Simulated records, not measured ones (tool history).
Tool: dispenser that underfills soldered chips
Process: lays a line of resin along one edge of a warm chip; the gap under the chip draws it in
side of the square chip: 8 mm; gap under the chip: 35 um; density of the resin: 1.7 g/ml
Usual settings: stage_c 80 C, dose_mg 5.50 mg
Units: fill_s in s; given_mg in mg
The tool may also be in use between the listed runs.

run   hour  stage_c  dose_mg  fill_s  given_mg
  1    0.0       80     5.50    77.9      5.40
       5.6  -- new syringe of resin
  2   13.4       80     5.50    67.6      5.36
      22.1  -- new syringe of resin
  3   22.1       80     5.50    40.0      5.38
  4   34.9       80     5.50    85.4      5.34
      38.9  -- new syringe of resin
  5   49.9       80     5.50    77.4      5.33
      56.1  -- new syringe of resin
      58.2  -- dispensing valve cleaned and set on the balance
  6   62.3       80     5.50    55.5      5.49
      73.5  -- new syringe of resin
  7   75.3       80     5.50    45.2      5.46
  8   84.4       80     5.50    77.8      5.43
      90.4  -- new syringe of resin
  9   93.3       76     5.50    55.4      5.43
 10  106.1       84     5.50    90.0      5.41
     107.4  -- new syringe of resin
 11  112.8       84     5.50    48.2      5.37
     123.7  -- new syringe of resin
 12  127.1       84     5.50    43.0      5.35
 13  135.3       88     5.06    61.4      4.90

Forecast run 14:
     139.9  -- new syringe of resin
 14  150.3       68     5.77       ?         ?

{"run 14": {"fill_s": 119.5, "given_mg": 5.55}}
Without the tool's hidden state the same run would have given fill_s 64.3 s, given_mg 5.77 mg.
